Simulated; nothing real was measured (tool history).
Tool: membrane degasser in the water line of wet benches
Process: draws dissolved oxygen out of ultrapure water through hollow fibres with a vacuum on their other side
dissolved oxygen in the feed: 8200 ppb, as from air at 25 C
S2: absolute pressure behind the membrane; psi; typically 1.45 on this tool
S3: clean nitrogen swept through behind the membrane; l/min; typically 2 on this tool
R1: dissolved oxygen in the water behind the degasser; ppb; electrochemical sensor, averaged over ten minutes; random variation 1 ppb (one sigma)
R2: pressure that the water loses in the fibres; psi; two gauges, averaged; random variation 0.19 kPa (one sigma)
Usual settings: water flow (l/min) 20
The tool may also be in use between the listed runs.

Run 1, hour 0: usual settings. Result: R1 177.3 ppb, R2 5.368 psi.
Run 2, hour 73.3: usual settings. Result: R1 178.8 ppb, R2 5.413 psi.
Run 3, hour 119.5: usual settings but water flow (l/min) 26. Result: R1 234.5 ppb, R2 6.946 psi.
Run 4, hour 151.7: usual settings but water flow (l/min) 26. Result: R1 236.7 ppb, R2 7.007 psi.
At hour 178.5: seals of the vacuum lines changed.
Run 5, hour 202.1: usual settings but water flow (l/min) 16. Result: R1 140.3 ppb, R2 4.312 psi.
Run 6, hour 263.1: usual settings but water flow (l/min) 16, S2 1.65 psi. Result: R1 165.7 ppb, R2 4.367 psi.
Run 7, hour 336.6: usual settings but water flow (l/min) 14. Result: R1 122.8 ppb, R2 3.781 psi.
At hour 343.3: vacuum gauge calibrated.
Run 8, hour 408.8: usual settings but water flow (l/min) 14. Result: R1 125 ppb, R2 3.777 psi.
Run 9, hour 473: usual settings but water flow (l/min) 14. Result: R1 125.9 ppb, R2 3.807 psi.
Run 10, hour 508: usual settings but water flow (l/min) 14. Result: R1 126.6 ppb, R2 3.785 psi.
Run 11, hour 580.8: usual settings but water flow (l/min) 19, S2 1.22 psi, S3 0.85 l/min. Result: R1 286.4 ppb, R2 5.205 psi.
Run 12, hour 614.2: usual settings but S2 2.47 psi. Result: R1 332.7 ppb, R2 5.468 psi.
Run 13, hour 649.7: usual settings but S2 2.47 psi. Result: R1 339.2 ppb, R2 5.41 psi.
Run 14, hour 710.9: usual settings but water flow (l/min) 12, S2 0.96 psi, S3 4.21 l/min. Result: R1 29.5 ppb, R2 3.2 psi.
At hour 734.5: vacuum gauge calibrated, once more.
Run 15, hour 777.1: usual settings but water flow (l/min) 23, S2 1.03 psi, S3 4.21 l/min. Result: R1 67.9 ppb, R2 6.231 psi.

What will run 16 give?
Run 16, hour 811.8: usual settings but water flow (l/min) 23, S2 2.2 psi, S3 1.61 l/min. Result: R1 ?, R2 ?.

{"run 16": {"R1": 396.1, "R2": 6.276}}
With the hidden condition absent and the run-to-run variation left alone, this run would have shown R1 394.7 ppb, R2 6.171 psi.
